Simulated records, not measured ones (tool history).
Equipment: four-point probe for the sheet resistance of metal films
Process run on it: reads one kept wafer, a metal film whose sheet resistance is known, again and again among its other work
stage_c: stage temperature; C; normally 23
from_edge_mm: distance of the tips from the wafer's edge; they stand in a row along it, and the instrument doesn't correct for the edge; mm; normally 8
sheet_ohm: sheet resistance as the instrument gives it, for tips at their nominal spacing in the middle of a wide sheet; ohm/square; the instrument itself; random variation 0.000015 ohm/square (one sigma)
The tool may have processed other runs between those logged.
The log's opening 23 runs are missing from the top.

{"run": 24, "hour": 2316.7, "stage_c": 19, "from_edge_mm": 13, "sheet_ohm": 0.072659}
{"run": 25, "hour": 2427.9, "stage_c": 30, "from_edge_mm": 18, "sheet_ohm": 0.072739}
{"run": 26, "hour": 2553.5, "stage_c": 19, "from_edge_mm": 46, "sheet_ohm": 0.072497}
{"run": 27, "hour": 2697.4, "stage_c": 23, "from_edge_mm": 25, "sheet_ohm": 0.072597}
{"run": 28, "hour": 2825.8, "stage_c": 21, "from_edge_mm": 25, "sheet_ohm": 0.072528}
{"run": 29, "hour": 2886.9, "stage_c": 23, "from_edge_mm": 16, "sheet_ohm": 0.072564}
{"run": 30, "hour": 2999.9, "stage_c": 23, "from_edge_mm": 27, "sheet_ohm": 0.072524}
{"run": 31, "hour": 3067.8, "stage_c": 26, "from_edge_mm": 21, "sheet_ohm": 0.072588}
{"run": 32, "hour": 3194.0, "stage_c": 18, "from_edge_mm": 66, "sheet_ohm": 0.072414}

4 options for the next run, each taken on its own from the tool as it stands now. Forecast them:
{"run": "A", "hour": 3260.4, "stage_c": 27, "from_edge_mm": 27, "sheet_ohm": "?"}
{"run": "B", "hour": 3260.4, "stage_c": 25, "from_edge_mm": 18, "sheet_ohm": "?"}
{"run": "C", "hour": 3260.4, "stage_c": 30, "from_edge_mm": 14, "sheet_ohm": "?"}
{"run": "D", "hour": 3260.4, "stage_c": 34, "from_edge_mm": 66, "sheet_ohm": "?"}

run=A sheet_ohm=0.072544
run=B sheet_ohm=0.07253
run=C sheet_ohm=0.072638
run=D sheet_ohm=0.072639
Take away the tool's hidden state, keep each run's random variation, and the runs would have read:
run=A sheet_ohm=0.072579
run=B sheet_ohm=0.072565
run=C sheet_ohm=0.072676
run=D sheet_ohm=0.072678
